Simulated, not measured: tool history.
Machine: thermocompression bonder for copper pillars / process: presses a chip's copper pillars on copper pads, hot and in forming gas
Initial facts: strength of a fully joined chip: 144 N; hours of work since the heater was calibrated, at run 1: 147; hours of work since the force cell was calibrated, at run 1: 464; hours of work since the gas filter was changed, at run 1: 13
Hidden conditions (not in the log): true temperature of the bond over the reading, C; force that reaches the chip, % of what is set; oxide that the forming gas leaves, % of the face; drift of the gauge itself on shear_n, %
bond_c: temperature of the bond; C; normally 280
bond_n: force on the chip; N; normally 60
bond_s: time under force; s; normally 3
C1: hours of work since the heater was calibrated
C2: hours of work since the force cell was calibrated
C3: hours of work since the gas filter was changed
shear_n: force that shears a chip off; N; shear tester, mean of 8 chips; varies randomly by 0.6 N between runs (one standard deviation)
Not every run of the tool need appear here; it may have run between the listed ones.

{"run": 1, "hour": 0.0, "bond_c": 280, "bond_n": 60, "bond_s": 3, "C1": 147, "C2": 464, "C3": 13, "shear_n": 54}
{"run": 2, "hour": 52.4, "bond_c": 280, "bond_n": 60, "bond_s": 3, "C1": 186, "C2": 503, "C3": 52, "shear_n": 54.2}
{"run": 3, "hour": 78.2, "bond_c": 280, "bond_n": 60, "bond_s": 3, "C1": 206, "C2": 523, "C3": 72, "shear_n": 54.7}
{"run": 4, "hour": 117.5, "bond_c": 280, "bond_n": 60, "bond_s": 3, "C1": 235, "C2": 552, "C3": 101, "shear_n": 55.7}
{"run": 5, "hour": 146.4, "bond_c": 280, "bond_n": 60, "bond_s": 3, "C1": 257, "C2": 574, "C3": 123, "shear_n": 54.7}
{"run": 6, "hour": 169.2, "bond_c": 280, "bond_n": 41, "bond_s": 3, "C1": 274, "C2": 591, "C3": 140, "shear_n": 39}
{"run": 7, "hour": 195.6, "bond_c": 280, "bond_n": 41, "bond_s": 3, "C1": 294, "C2": 611, "C3": 160, "shear_n": 39.2}
{"run": 8, "hour": 237.5, "bond_c": 300, "bond_n": 60, "bond_s": 3, "C1": 326, "C2": 643, "C3": 192, "shear_n": 71.5}
{"run": 9, "hour": 263.7, "bond_c": 300, "bond_n": 60, "bond_s": 3, "C1": 346, "C2": 663, "C3": 212, "shear_n": 71.9}
{"run": 10, "hour": 297.5, "bond_c": 283, "bond_n": 80, "bond_s": 2, "C1": 371, "C2": 688, "C3": 237, "shear_n": 61.4}
{"run": 11, "hour": 353.1, "bond_c": 304, "bond_n": 89, "bond_s": 4, "C1": 413, "C2": 730, "C3": 279, "shear_n": 102.3}
{"run": 12, "hour": 392.5, "bond_c": 304, "bond_n": 89, "bond_s": 4, "C1": 443, "C2": 760, "C3": 309, "shear_n": 105.3}
{"run": 13, "hour": 443.9, "bond_c": 280, "bond_n": 40, "bond_s": 2, "C1": 481, "C2": 799, "C3": 348, "shear_n": 31.6}
{"run": 14, "hour": 470.7, "bond_c": 276, "bond_n": 52, "bond_s": 3, "C1": 502, "C2": 819, "C3": 368, "shear_n": 45.1}

Alternative continuations, all from the tool just after run 14; predict every row:
{"run": "A", "hour": 518.4, "bond_c": 276, "bond_n": 63, "bond_s": 2, "C1": 538, "C2": 855, "C3": 404, "shear_n": "?"}
{"run": "B", "hour": 518.4, "bond_c": 280, "bond_n": 75, "bond_s": 3, "C1": 538, "C2": 855, "C3": 404, "shear_n": "?"}
{"run": "C", "hour": 518.4, "bond_c": 276, "bond_n": 42, "bond_s": 3, "C1": 538, "C2": 855, "C3": 404, "shear_n": "?"}

run=A shear_n=45
run=B shear_n=64.4
run=C shear_n=37.2
The same runs, with their run-to-run variation unchanged, on a tool lacking any hidden condition would have given:
run=A shear_n=45.4
run=B shear_n=64.9
run=C shear_n=37.5
